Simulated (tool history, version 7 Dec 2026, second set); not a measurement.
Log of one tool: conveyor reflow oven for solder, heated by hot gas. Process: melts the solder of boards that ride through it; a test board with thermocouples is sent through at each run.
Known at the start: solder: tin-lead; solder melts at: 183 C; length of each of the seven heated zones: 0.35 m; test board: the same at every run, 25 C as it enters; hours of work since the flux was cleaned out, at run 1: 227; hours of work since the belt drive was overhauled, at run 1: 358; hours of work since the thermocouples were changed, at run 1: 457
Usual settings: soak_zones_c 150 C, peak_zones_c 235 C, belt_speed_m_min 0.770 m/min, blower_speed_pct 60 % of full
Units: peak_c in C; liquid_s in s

run,hour,soak_zones_c,peak_zones_c,belt_speed_m_min,blower_speed_pct,hours of work since the flux was cleaned out,hours of work since the belt drive was overhauled,hours of work since the thermocouples were changed,peak_c,liquid_s
1,0.0,150,235,0.770,60,227,358,457,215.0,43.3
2,9.8,137,235,0.770,60,235,365,464,213.0,37.7
3,16.4,150,235,0.770,60,240,370,469,216.0,43.0
4,27.9,150,235,0.770,60,249,379,478,214.5,43.0
5,33.5,150,235,0.865,60,253,384,483,211.5,35.3
6,42.2,150,235,0.865,60,260,390,489,211.3,35.4
# hour 46.6: belt drive overhauled, speed set with a stopwatch
# hour 55.5: flux residue cleaned out of gas plates and filters
7,56.1,150,235,0.865,60,0,3,493,213.5,37.2
8,63.2,155,231,0.711,60,6,9,499,216.9,50.4
9,71.7,142,233,0.752,70,13,16,505,216.2,43.1
10,78.5,156,236,0.693,57,18,21,511,221.1,54.1
# hour 85.4: belt drive overhauled, speed set with a stopwatch, once more
11,89.7,163,224,0.770,60,23,3,516,210.4,44.6
12,97.2,163,224,0.770,60,29,9,522,209.3,44.8
13,108.6,137,237,0.788,80,38,18,531,219.1,40.1

3 ways to go on from here, each from the tool as it stands after run 13. What would each give?
A,116.3,150,235,0.770,77,44,24,537,?,?
B,116.3,148,235,0.770,60,44,24,537,?,?
C,116.3,137,241,0.644,81,44,24,537,?,?

run,peak_c,liquid_s
A,218.8,44.9
B,215.2,42.8
C,228.2,55.1
Without the tool's hidden state the same runs would have given:
run,peak_c,liquid_s
A,220.9,45.9
B,217.4,44.0
C,230.5,56.1
